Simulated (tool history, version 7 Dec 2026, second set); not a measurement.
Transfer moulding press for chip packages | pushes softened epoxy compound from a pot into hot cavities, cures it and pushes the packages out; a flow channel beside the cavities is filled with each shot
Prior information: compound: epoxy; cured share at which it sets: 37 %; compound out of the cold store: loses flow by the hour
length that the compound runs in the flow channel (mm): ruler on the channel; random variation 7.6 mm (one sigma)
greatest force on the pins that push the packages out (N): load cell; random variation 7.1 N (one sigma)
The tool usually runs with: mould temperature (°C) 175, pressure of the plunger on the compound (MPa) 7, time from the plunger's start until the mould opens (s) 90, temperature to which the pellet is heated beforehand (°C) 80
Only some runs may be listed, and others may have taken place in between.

run     day  mould temperature (°C)  pressure of the plunger on the compound (MPa)  time from the plunger's start until the mould opens (s)  temperature to which the pellet is heated beforehand (°C)  incoming compound's hours out of the cold store  length that the compound runs in the flow channel (mm)  greatest force on the pins that push the packages out (N)
  1       0                     175                                              7                                                       90                                                         80                                             25.2                                                     793                                                        317
  2   1.754                     175                                              7                                                       90                                                         80                                             23.5                                                     785                                                        479
      2.721  -- cavities cleaned with cleaning compound and waxed
  3   4.179                     175                                              7                                                      100                                                         80                                             29.3                                                     751                                                        556
      5.479  -- cavities cleaned with cleaning compound and waxed
  4    6.45                     175                                              7                                                      100                                                         80                                             13.8                                                     787                                                        407
      7.646  -- plunger's sealing rings changed
      8.312  -- cavities cleaned with cleaning compound and waxed
  5   8.771                     175                                              7                                                      100                                                         80                                             24.4                                                     841                                                        357
  6  10.308                     175                                              7                                                      100                                                         80                                             23.9                                                     847                                                        454
     10.942  -- cavities cleaned with cleaning compound and waxed
  7  11.975                     175                                              6                                                       90                                                         80                                             42.7                                                     738                                                        426
     13.562  -- cavities cleaned with cleaning compound and waxed
  8  13.746                     175                                              6                                                       90                                                         80                                             28.9                                                     752                                                        327
     15.783  -- cavities cleaned with cleaning compound and waxed, once more
  9   16.05                     175                                              7                                                       90                                                         89                                             25.6                                                     822                                                        346
 10   17.75                     175                                              7                                                       90                                                         80                                             38.6                                                     777                                                        509
     18.458  -- cavities cleaned with cleaning compound and waxed
 11  19.675                     170                                              7                                                       90                                                         80                                             22.9                                                     815                                                        535
     21.104  -- cavities cleaned with cleaning compound and waxed
 12  21.508                     170                                              7                                                       90                                                         80                                             36.6                                                     778                                                        409
 13  23.308                     175                                              7                                                       90                                                         80                                             25.5                                                     786                                                        514
     23.842  -- cavities cleaned with cleaning compound and waxed
 14  24.617                     175                                              7                                                       90                                                         80                                             22.8                                                     784                                                        402
     25.729  -- mould's thermocouples calibrated
 15  25.729                     180                                           8.37                                                       90                                                         80                                               27                                                     815                                                        465
     26.592  -- cavities cleaned with cleaning compound and waxed
 16  27.879                     175                                           6.38                                                      114                                                         80                                             41.7                                                     689                                                        419
     29.217  -- cavities cleaned with cleaning compound and waxed
     29.883  -- plunger's sealing rings changed
 17  29.988                     175                                           6.38                                                      108                                                         87                                             26.5                                                     813                                                        374
      31.95  -- cavities cleaned with cleaning compound and waxed
 18    32.3                     181                                           5.21                                                       75                                                         78                                             19.5                                                     732                                                        351
     34.588  -- cavities cleaned with cleaning compound and waxed
 19  34.588                     180                                              6                                                       97                                                         84                                             42.5                                                     719                                                        274
 20  36.067                     180                                              6                                                       97                                                         84                                               39                                                     727                                                        457
      37.35  -- cavities cleaned with cleaning compound and waxed
 21  37.567                     179                                              7                                                       90                                                         80                                              9.5                                                     847                                                        317
 22  39.842                     175                                              7                                                       90                                                         85                                               29                                                     791                                                        508
     40.125  -- cavities cleaned with cleaning compound and waxed
 23  41.158                     175                                              7                                                       90                                                         85                                             39.3                                                     768                                                        445
     42.775  -- cavities cleaned with cleaning compound and waxed
 24  43.154                     175                                           8.15                                                      100                                                         80                                             41.2                                                     816                                                        357
 25  45.125                     167                                           7.54                                                       74                                                         85                                             14.9                                                     862                                                       1044
     45.404  -- cavities cleaned with cleaning compound and waxed
 26  46.238                     174                                           8.24                                                       74                                                         85                                             18.8                                                     855                                                        523
 27  47.721                     175                                           8.25                                                       90                                                         77                                             39.4                                                     800                                                        503

3 options for the next run, each taken on its own from the tool as it stands now. Forecast them:
     48.104  -- cavities cleaned with cleaning compound and waxed
  A  49.883                     175                                              7                                                       93                                                         80                                               12                                                       ?                                                          ?
     48.104  -- cavities cleaned with cleaning compound and waxed
  B  49.883                     172                                           8.25                                                       73                                                         89                                             34.8                                                       ?                                                          ?
     48.104  -- cavities cleaned with cleaning compound and waxed
  C  49.883                     175                                              7                                                      100                                                         81                                             16.3                                                       ?                                                          ?

run  length that the compound runs in the flow channel (mm)  greatest force on the pins that push the packages out (N)
  A                                                     798                                                        490
  B                                                     816                                                        666
  C                                                     790                                                        462
With no hidden state in the tool, these same runs would have given:
run  length that the compound runs in the flow channel (mm)  greatest force on the pins that push the packages out (N)
  A                                                     902                                                        297
  B                                                     923                                                        418
  C                                                     894                                                        274

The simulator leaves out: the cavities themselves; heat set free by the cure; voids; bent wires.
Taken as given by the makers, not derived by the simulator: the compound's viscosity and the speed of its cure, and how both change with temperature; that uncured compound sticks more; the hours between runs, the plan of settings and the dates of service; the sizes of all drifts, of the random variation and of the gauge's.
